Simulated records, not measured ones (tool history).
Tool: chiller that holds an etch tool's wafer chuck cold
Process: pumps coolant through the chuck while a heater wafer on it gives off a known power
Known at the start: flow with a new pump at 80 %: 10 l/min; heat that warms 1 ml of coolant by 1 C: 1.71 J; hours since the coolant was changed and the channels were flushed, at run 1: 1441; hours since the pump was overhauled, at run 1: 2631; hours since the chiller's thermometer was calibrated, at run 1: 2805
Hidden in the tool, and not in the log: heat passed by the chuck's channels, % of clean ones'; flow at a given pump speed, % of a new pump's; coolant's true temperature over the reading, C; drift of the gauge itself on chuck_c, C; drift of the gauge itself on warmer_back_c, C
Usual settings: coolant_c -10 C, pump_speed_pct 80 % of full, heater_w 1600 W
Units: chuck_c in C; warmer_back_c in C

run,hour,coolant_c,pump_speed_pct,heater_w,hours since the coolant was changed and the channels were flushed,hours since the pump was overhauled,hours since the chiller's thermometer was calibrated,chuck_c,warmer_back_c
1,0.0,-10,80,1600,1441,2631,2805,3.5,5.97
2,94.1,-10,80,1600,1535,2725,2899,3.6,6.07
3,226.3,-10,80,1600,1668,2857,3031,3.6,6.01
4,336.7,-10,80,1600,1778,2968,3142,3.9,6.09
# hour 351.1: chiller's thermometer calibrated
5,459.2,-10,80,1600,1900,3089,108,4.4,6.01
6,557.6,-10,80,1600,1998,3188,207,4.5,6.07
7,679.0,-10,80,1600,2119,3309,328,4.4,6.11
8,805.4,-10,80,1600,2246,3435,454,4.4,6.17
9,891.5,-10,80,1600,2332,3522,540,4.6,6.12
# hour 905.8: coolant pump overhauled
10,1021.9,-10,80,1600,2457,116,666,4.8,6.28
11,1129.4,-7,94,1600,2565,224,773,6.4,5.31
12,1210.6,-4,96,896,2646,305,855,3.3,2.88
13,1296.6,-16,79,1694,2732,391,941,0.1,6.83
14,1386.8,-16,79,1694,2822,481,1031,0.2,6.80
15,1470.5,-1,71,2387,2906,565,1114,23.7,10.85
16,1525.4,-17,94,1926,2961,620,1169,-0.6,6.43
17,1590.2,-13,60,1458,3026,684,1234,3.7,8.08
# hour 1729.3: coolant pump overhauled, once more
18,1729.3,-2,80,1143,3160,0,1368,7.9,3.97
19,1844.4,-19,80,1117,3275,115,1483,-9.4,3.94
20,1933.4,-10,80,1007,3364,204,1572,-1.2,3.55

Forecast each of these 3 alternatives for the next run:
A,2028.0,-10,68,1600,3458,299,1667,?,?
B,2028.0,-10,98,1600,3458,299,1667,?,?
C,2028.0,-11,78,1962,3458,299,1667,?,?

run,chuck_c,warmer_back_c
A,5.9,6.67
B,2.2,4.51
C,6.7,7.07
Without the tool's hidden state the same runs would have given:
run,chuck_c,warmer_back_c
A,4.4,6.63
B,1.0,4.48
C,4.9,7.03
